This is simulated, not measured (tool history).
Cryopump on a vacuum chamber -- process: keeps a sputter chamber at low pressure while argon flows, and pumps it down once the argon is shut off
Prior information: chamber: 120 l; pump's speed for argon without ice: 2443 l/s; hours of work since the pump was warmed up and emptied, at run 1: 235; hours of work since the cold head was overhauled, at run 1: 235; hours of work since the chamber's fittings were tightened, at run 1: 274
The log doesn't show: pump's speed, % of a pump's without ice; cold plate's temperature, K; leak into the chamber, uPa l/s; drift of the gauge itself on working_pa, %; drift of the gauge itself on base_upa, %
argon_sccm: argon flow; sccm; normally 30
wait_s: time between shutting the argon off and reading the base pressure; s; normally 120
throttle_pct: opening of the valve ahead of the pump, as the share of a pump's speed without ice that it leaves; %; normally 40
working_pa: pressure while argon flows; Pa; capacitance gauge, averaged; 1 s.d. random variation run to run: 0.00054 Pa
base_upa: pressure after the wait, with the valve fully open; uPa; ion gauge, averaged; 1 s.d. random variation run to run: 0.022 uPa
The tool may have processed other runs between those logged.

run  hour  argon_sccm  wait_s  throttle_pct  hours of work since the pump was warmed up and emptied  hours of work since the cold head was overhauled  hours of work since the chamber's fittings were tightened  working_pa  base_upa
  1   0.0          30     120            40                                                     235                                               235                                                        274      0.0532      0.62
  2   9.0          30     120            54                                                     239                                               239                                                        278      0.0394      0.66
  3  20.4          30     120            39                                                     245                                               245                                                        283      0.0553      0.66
  4  29.4          30     120            39                                                     249                                               249                                                        288      0.0552      0.66
  5  43.3          30     120            39                                                     256                                               256                                                        294      0.0543      0.68
  6  54.4          30     120            39                                                     261                                               261                                                        300      0.0538      0.65
  7  61.0          30      48            39                                                     264                                               264                                                        303      0.0556      1.41
  8  76.7          58      52            40                                                     272                                               272                                                        310      0.1041      1.24

For run 9, what comes out?
  9  83.3          58     189            40                                                     275                                               275                                                        314           ?         ?

Run 9 yielded working_pa 0.1032 Pa, base_upa 0.46 uPa.
With the hidden condition absent and the run-to-run variation left alone, this run would have shown working_pa 0.0999 Pa, base_upa 0.41 uPa.
